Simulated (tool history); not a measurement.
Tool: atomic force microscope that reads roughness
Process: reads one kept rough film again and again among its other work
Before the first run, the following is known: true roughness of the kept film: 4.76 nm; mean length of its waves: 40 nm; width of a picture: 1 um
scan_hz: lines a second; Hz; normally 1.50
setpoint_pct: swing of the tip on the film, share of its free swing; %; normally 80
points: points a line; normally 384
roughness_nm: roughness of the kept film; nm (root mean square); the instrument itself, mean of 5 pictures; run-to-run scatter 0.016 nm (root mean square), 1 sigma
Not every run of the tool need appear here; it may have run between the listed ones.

run	day	scan_hz	setpoint_pct	points	roughness_nm
1	0.000	1.50	80	384	3.283
2	1.846	1.50	80	384	3.091
# day 2.354: new tip fitted
3	3.321	1.50	80	384	3.655
4	5.246	3.69	80	384	2.899
# day 8.108: new tip fitted
5	8.108	3.69	80	384	3.295
6	10.779	3.69	80	384	2.962
7	13.142	3.69	80	384	2.715
# day 14.008: new tip fitted
8	15.258	0.84	80	384	3.886
9	17.829	0.84	80	384	3.487
# day 19.942: new tip fitted
10	20.192	0.84	80	384	4.081
11	22.192	0.84	80	641	3.730
12	23.846	1.50	80	384	3.302
13	25.425	1.50	60	384	3.400
# day 25.862: new tip fitted
14	28.288	1.50	80	384	3.532
15	30.167	1.50	80	384	3.305
# day 31.792: new tip fitted
16	32.208	1.50	80	384	3.799
17	35.062	1.50	80	384	3.392
18	37.138	2.33	80	384	2.933
# day 37.621: new tip fitted
19	39.871	2.33	80	384	3.361
20	41.746	2.33	80	384	3.100
21	43.088	2.33	80	384	2.953
# day 43.433: new tip fitted
22	45.475	2.33	80	384	3.321
23	47.567	2.33	80	384	3.087
# day 49.362: new tip fitted
24	49.946	1.50	83	384	3.780
25	52.283	1.50	77	384	3.552
# day 52.567: height scale calibrated on a step standard
26	54.058	1.50	77	384	3.369
# day 55.250: new tip fitted
27	55.296	1.93	80	384	3.865
28	57.138	0.61	80	384	4.003
29	59.800	0.61	80	384	3.628
# day 61.162: new tip fitted
30	61.333	2.59	56	284	4.291
31	64.188	2.59	56	284	3.836
32	66.617	1.65	68	384	3.375
# day 67.050: new tip fitted
# day 68.338: height scale calibrated on a step standard, once more
33	68.562	1.88	55	265	3.901
34	70.838	2.10	59	281	3.554
# day 72.954: new tip fitted
35	73.725	3.74	63	384	3.748
36	76.375	1.50	85	720	3.240
37	77.675	0.73	63	379	3.537
# day 78.742: new tip fitted
38	80.383	2.00	76	490	3.557
39	82.533	0.70	55	775	3.674
# day 84.658: new tip fitted
40	85.400	1.48	77	495	3.818
41	87.525	3.85	80	384	2.873
42	89.792	2.47	56	355	3.394
# day 90.658: new tip fitted
43	91.529	2.47	56	355	4.051
44	93.208	1.43	80	384	3.500
45	95.079	1.50	80	741	3.258
# day 96.579: new tip fitted
46	97.062	2.80	66	741	3.838
47	99.688	2.80	66	741	3.400
# day 102.412: new tip fitted
48	102.621	2.80	66	741	3.946
49	105.412	1.51	57	384	3.782
50	106.917	1.55	57	980	3.565
# day 108.333: new tip fitted
51	108.525	1.50	78	384	3.916

A few steps of roughness_nm between consecutive runs. Split each: what settings, incoming material and random variation would produce without the hidden state, and what is left over for the hidden state, along with gauge scatter present in only one of the two compared results (measured, and without hidden state):
Hidden conditions of the tool in this case: radius of the tip, nm; height scale over the true one, %; drift of the gauge itself on roughness_nm, %.
Run 3 -> 4: scan_hz 1.50 -> 3.69. roughness_nm -0.756 nm (root mean square): hidden state -0.189, all else -0.567.
Run 7 -> 8: scan_hz 3.69 -> 0.84, new tip fitted. roughness_nm +1.171 nm (root mean square): hidden state +0.359, all else +0.812.
Run 26 -> 27: scan_hz 1.50 -> 1.93, setpoint_pct 77 -> 80, new tip fitted. roughness_nm +0.496 nm (root mean square): hidden state +0.678, all else -0.182.
Run 29 -> 30: scan_hz 0.61 -> 2.59, setpoint_pct 80 -> 56, points 384 -> 284, new tip fitted. roughness_nm +0.663 nm (root mean square): hidden state +0.690, all else -0.027.
Run 40 -> 41: scan_hz 1.48 -> 3.85, setpoint_pct 77 -> 80, points 495 -> 384. roughness_nm -0.945 nm (root mean square): hidden state -0.255, all else -0.690.
Run 50 -> 51: scan_hz 1.55 -> 1.50, setpoint_pct 57 -> 78, points 980 -> 384, new tip fitted. roughness_nm +0.351 nm (root mean square): hidden state +0.668, all else -0.317.

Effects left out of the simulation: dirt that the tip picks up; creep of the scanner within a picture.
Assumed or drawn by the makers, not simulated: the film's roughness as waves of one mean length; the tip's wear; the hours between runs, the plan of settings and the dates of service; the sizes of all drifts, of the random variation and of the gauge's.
